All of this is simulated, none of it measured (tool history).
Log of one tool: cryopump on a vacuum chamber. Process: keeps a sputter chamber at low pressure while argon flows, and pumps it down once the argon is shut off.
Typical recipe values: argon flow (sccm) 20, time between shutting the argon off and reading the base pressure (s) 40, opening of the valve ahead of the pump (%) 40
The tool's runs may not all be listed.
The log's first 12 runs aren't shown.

run	day	argon flow (sccm)	time between shutting the argon off and reading the base pressure (s)	opening of the valve ahead of the pump (%)	pressure while argon flows (Pa)	pressure after the wait (uPa)
13	7.258	16	40	40	0.0576	2.50
14	7.838	16	40	40	0.0573	2.47
# day 8.429: pump warmed up, emptied and cooled again
15	8.554	20	40	17	0.1574	2.35
16	9.062	20	40	17	0.1560	2.39
17	9.650	20	40	17	0.1558	2.44
18	10.012	20	281	40	0.0664	0.57
19	10.600	17	34	25	0.0912	2.76
20	11.100	12	82	57	0.0274	1.35
21	11.867	11	22	25	0.0586	4.15
22	12.462	8	40	16	0.0673	2.43

Predict the results of run 23:
23	13.179	15	137	24	?	?

{"run 23": {"pressure while argon flows (Pa)": 0.0823, "pressure after the wait (uPa)": 0.93}}
With the hidden condition absent and the run-to-run variation left alone, this run would have shown pressure while argon flows (Pa) 0.0817, pressure after the wait (uPa) 0.85.

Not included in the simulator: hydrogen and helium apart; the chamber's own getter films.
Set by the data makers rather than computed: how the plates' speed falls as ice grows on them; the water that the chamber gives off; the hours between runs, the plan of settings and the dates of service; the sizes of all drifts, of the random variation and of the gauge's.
